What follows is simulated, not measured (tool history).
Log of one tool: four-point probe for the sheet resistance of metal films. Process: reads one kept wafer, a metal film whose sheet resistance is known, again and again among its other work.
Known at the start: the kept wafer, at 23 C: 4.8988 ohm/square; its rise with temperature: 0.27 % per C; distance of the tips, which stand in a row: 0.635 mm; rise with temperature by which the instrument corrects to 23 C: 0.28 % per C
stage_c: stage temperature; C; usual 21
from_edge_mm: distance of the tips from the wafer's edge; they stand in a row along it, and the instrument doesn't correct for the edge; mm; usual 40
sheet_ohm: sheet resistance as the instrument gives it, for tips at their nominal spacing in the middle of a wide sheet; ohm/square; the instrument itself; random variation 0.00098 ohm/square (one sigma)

run,hour,stage_c,from_edge_mm,sheet_ohm
1,0,21,40,4.864516
# hour 23.3: new probe head fitted
2,108.4,21,40,4.892129
3,203.7,21,7,4.908733
4,302.4,21,7,4.907254
5,383.4,21,4,4.950865
6,487.9,21,12,4.891098
# hour 499: stage's thermometer calibrated
7,560.3,21,12,4.888274
8,614.2,21,64,4.882894
9,689.2,20,40,4.880731
10,747.1,35,40,4.871373
11,805.6,21,4,4.942752
12,927.2,22,16,4.877805
13,982.3,22,16,4.875806
14,1050.1,21,73,4.873713
15,1142.4,21,73,4.870946

Run 16 comes next. What will it give?
# hour 1153.7: stage's thermometer calibrated, once more
16,1245,21,73,?

Run 16 gave sheet_ohm 4.865183 ohm/square.
Without the tool's hidden state the same run would have given sheet_ohm 4.89849 ohm/square.
